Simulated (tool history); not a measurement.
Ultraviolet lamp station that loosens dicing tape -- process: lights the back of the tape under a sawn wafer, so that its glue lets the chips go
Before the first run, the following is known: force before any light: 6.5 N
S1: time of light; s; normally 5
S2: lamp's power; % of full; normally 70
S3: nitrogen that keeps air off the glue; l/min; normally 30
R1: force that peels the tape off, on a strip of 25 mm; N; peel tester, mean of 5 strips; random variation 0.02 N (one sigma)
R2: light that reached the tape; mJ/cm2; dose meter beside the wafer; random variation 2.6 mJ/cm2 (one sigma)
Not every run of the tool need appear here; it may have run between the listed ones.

Run 1, day 0: usual settings. Result: R1 1.113 N, R2 305 mJ/cm2.
Run 2, day 0.308: usual settings. Result: R1 1.116 N, R2 306 mJ/cm2.
Run 3, day 0.546: usual settings but S2 94 % of full. Result: R1 0.707 N, R2 407 mJ/cm2.
Run 4, day 0.767: usual settings but S2 94 % of full. Result: R1 0.677 N, R2 406 mJ/cm2.
Run 5, day 1.279: usual settings but S2 94 % of full. Result: R1 0.688 N, R2 409 mJ/cm2.
Run 6, day 1.571: usual settings but S1 7 s. Result: R1 0.645 N, R2 420 mJ/cm2.
Run 7, day 2.079: usual settings but S1 7 s. Result: R1 0.632 N, R2 418 mJ/cm2.
Run 8, day 2.346: usual settings but S2 79 % of full. Result: R1 1 N, R2 344 mJ/cm2.
Run 9, day 2.804: usual settings but S2 79 % of full. Result: R1 0.948 N, R2 339 mJ/cm2.
Run 10, day 3.038: usual settings but S2 79 % of full. Result: R1 0.962 N, R2 337 mJ/cm2.
Run 11, day 3.271: usual settings but S2 79 % of full. Result: R1 0.953 N, R2 330 mJ/cm2.
Run 12, day 3.767: usual settings but S2 79 % of full. Result: R1 1.007 N, R2 331 mJ/cm2.
Run 13, day 4.025: usual settings but S2 79 % of full. Result: R1 0.983 N, R2 333 mJ/cm2.
Run 14, day 4.304: usual settings. Result: R1 1.216 N, R2 296 mJ/cm2.
Run 15, day 4.567: usual settings but S2 89 % of full. Result: R1 0.831 N, R2 378 mJ/cm2.
Run 16, day 5.017: usual settings but S2 89 % of full. Result: R1 0.797 N, R2 371 mJ/cm2.
Run 17, day 5.358: usual settings. Result: R1 1.25 N, R2 292 mJ/cm2.
Run 18, day 5.642: usual settings but S2 95 % of full. Result: R1 0.757 N, R2 393 mJ/cm2.
Run 19, day 5.938: usual settings but S2 95 % of full. Result: R1 0.753 N, R2 391 mJ/cm2.
Run 20, day 6.192: usual settings but S3 9 l/min. Result: R1 2.176 N, R2 287 mJ/cm2.
Run 21, day 6.475: usual settings but S3 9 l/min. Result: R1 2.188 N, R2 287 mJ/cm2.
Run 22, day 6.783: usual settings but S3 9 l/min. Result: R1 2.332 N, R2 288 mJ/cm2.
Run 23, day 7.258: usual settings but S3 34 l/min. Result: R1 1.135 N, R2 288 mJ/cm2.
Run 24, day 7.625: usual settings but S1 7 s, S2 71 % of full, S3 46 l/min. Result: R1 0.538 N, R2 404 mJ/cm2.
Run 25, day 8.129: usual settings but S1 9 s, S2 71 % of full, S3 46 l/min. Result: R1 0.341 N, R2 513 mJ/cm2.
Run 26, day 8.567: usual settings but S1 9 s, S2 71 % of full, S3 46 l/min. Result: R1 0.356 N, R2 510 mJ/cm2.
Run 27, day 8.812: usual settings but S1 9 s, S2 71 % of full, S3 46 l/min. Result: R1 0.336 N, R2 503 mJ/cm2.
Run 28, day 9.171: usual settings but S1 6 s, S2 63 % of full, S3 29 l/min. Result: R1 1.187 N, R2 299 mJ/cm2.
Run 29, day 9.442: usual settings but S2 60 % of full, S3 34 l/min. Result: R1 1.519 N, R2 238 mJ/cm2.
Run 30, day 9.758: usual settings but S2 60 % of full, S3 34 l/min. Result: R1 1.526 N, R2 235 mJ/cm2.
Run 31, day 10.083: usual settings but S2 75 % of full, S3 49 l/min. Result: R1 0.715 N, R2 336 mJ/cm2.
Run 32, day 10.338: usual settings but S1 4 s, S2 94 % of full. Result: R1 1.002 N, R2 333 mJ/cm2.
Run 33, day 10.8: usual settings but S2 90 % of full, S3 12 l/min. Result: R1 1.275 N, R2 398 mJ/cm2.
Run 34, day 11.333: usual settings. Result: R1 1.109 N, R2 308 mJ/cm2.
Run 35, day 11.683: usual settings but S3 10 l/min. Result: R1 1.989 N, R2 306 mJ/cm2.
Run 36, day 11.921: usual settings but S3 10 l/min. Result: R1 2.017 N, R2 306 mJ/cm2.
Run 37, day 12.429: usual settings but S1 9 s, S2 90 % of full. Result: R1 0.263 N, R2 704 mJ/cm2.
Run 38, day 12.696: usual settings but S1 9 s, S2 90 % of full. Result: R1 0.268 N, R2 707 mJ/cm2.
Run 39, day 13: usual settings but S1 9 s, S2 90 % of full. Result: R1 0.267 N, R2 708 mJ/cm2.
Run 40, day 13.325: usual settings but S3 50 l/min. Result: R1 0.883 N, R2 309 mJ/cm2.
Run 41, day 13.654: usual settings but S2 73 % of full, S3 56 l/min. Result: R1 0.771 N, R2 314 mJ/cm2.
Run 42, day 13.979: usual settings but S1 9 s, S3 20 l/min. Result: R1 0.529 N, R2 538 mJ/cm2.
Run 43, day 14.246: usual settings but S1 3 s, S2 83 % of full, S3 20 l/min. Result: R1 2.218 N, R2 216 mJ/cm2.
Run 44, day 14.654: usual settings but S2 81 % of full, S3 58 l/min. Result: R1 0.651 N, R2 348 mJ/cm2.

Put back what was entered between runs (1 entry, withheld): which listed runs does each sit between, and how does the hidden state differ from the listed run before to the listed run after?
After run 30, before run 31: window cleaned of glue's vapour (day 9.996)
  lamp's light, % of a new lamp's: 94.1 -> 94; light that the window lets through, % of a clean one's: 87.5 -> 99.7
  measured result minus the result with no hidden state, R1: +0.377 -> +0.083 N; R2: -51 -> -23 mJ/cm2
